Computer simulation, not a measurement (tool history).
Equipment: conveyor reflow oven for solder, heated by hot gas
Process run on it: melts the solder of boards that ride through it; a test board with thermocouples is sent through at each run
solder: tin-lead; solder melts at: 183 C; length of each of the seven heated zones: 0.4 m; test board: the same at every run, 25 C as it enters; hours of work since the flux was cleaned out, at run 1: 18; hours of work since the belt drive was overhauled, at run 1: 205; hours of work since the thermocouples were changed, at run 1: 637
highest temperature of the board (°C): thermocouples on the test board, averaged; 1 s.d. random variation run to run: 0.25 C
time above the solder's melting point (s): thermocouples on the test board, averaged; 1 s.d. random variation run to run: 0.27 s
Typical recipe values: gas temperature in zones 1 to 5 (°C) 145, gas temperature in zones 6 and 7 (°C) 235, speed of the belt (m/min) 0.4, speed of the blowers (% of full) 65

run,hour,gas temperature in zones 1 to 5 (°C),gas temperature in zones 6 and 7 (°C),speed of the belt (m/min),speed of the blowers (% of full),hours of work since the flux was cleaned out,hours of work since the belt drive was overhauled,hours of work since the thermocouples were changed,highest temperature of the board (°C),time above the solder's melting point (s)
1,0,145,235,0.4,65,18,205,637,221.5,100
2,11,145,235,0.4,65,24,211,643,221.2,99.9
3,16,145,235,0.4,65,27,214,646,221,100
4,27,151,235,0.4,65,33,220,652,222.3,104.6
5,34.8,151,235,0.4,65,38,224,656,222,104.6
# hour 41.7: thermocouples of zones 6 and 7 changed
6,43.8,145,235,0.4,65,42,228,1,221.8,100.3
7,53.8,145,235,0.4,53,47,234,7,219.3,96.9
8,65.3,145,235,0.461,65,54,240,13,217.5,82.3
9,71.1,145,228,0.461,65,57,244,16,211.8,75.5
10,80.9,145,228,0.461,65,62,249,22,211.8,74.9
11,86.4,145,230,0.4,65,65,252,25,217.3,95.5
12,91.8,145,230,0.4,65,68,255,28,217.1,96.2
13,102.9,145,230,0.4,65,75,261,34,216.8,95.7
14,108.6,145,230,0.4,65,78,264,37,217.1,95.3
15,114.4,145,230,0.4,65,81,268,41,216.7,95.6
16,120.6,145,235,0.4,65,84,271,44,221.6,100.2
17,127.3,145,224,0.39,54,88,275,48,210.4,88.2
18,132.4,145,224,0.39,54,91,278,51,210.2,87.9
19,138.6,145,226,0.39,76,94,281,54,216.3,97.9
20,147.5,145,226,0.39,76,99,286,59,216,97.7
21,153.3,138,235,0.4,65,103,290,62,220.4,94.8
22,159,145,235,0.389,65,106,293,66,222.5,103.9
23,166.5,150,233,0.389,86,110,297,70,223.8,110
24,173.2,136,230,0.458,80,114,301,74,214.5,75.5
25,185.1,155,230,0.398,80,120,307,80,220.5,107.3
26,196.8,130,235,0.4,60,127,314,87,217.4,87
27,204.9,130,235,0.4,60,132,318,91,217.5,87
28,217,132,249,0.393,58,138,325,98,230,102.8
29,226.4,153,235,0.4,64,144,330,103,221.6,106.1
30,237.7,136,235,0.4,89,150,337,110,223.3,99.2
31,247.8,136,235,0.34,63,155,342,115,224,115.9

Consider 4 possible next runs. They are alternatives, not a sequence: every one starts from the tool as it was left by run 31. What does each give?
A,256.3,136,227,0.34,63,160,347,120,?,?
B,256.3,160,235,0.397,83,160,347,120,?,?
C,256.3,139,235,0.34,84,160,347,120,?,?
D,256.3,136,246,0.375,86,160,347,120,?,?

run,highest temperature of the board (°C),time above the solder's melting point (s)
A,216.4,107.6
B,226.4,115.8
C,227.4,122.1
D,234.7,115.6
Without the tool's unlogged condition, the same runs would have read:
run,highest temperature of the board (°C),time above the solder's melting point (s)
A,217.5,108.3
B,227.5,115.4
C,228.5,122.2
D,236.1,115.5
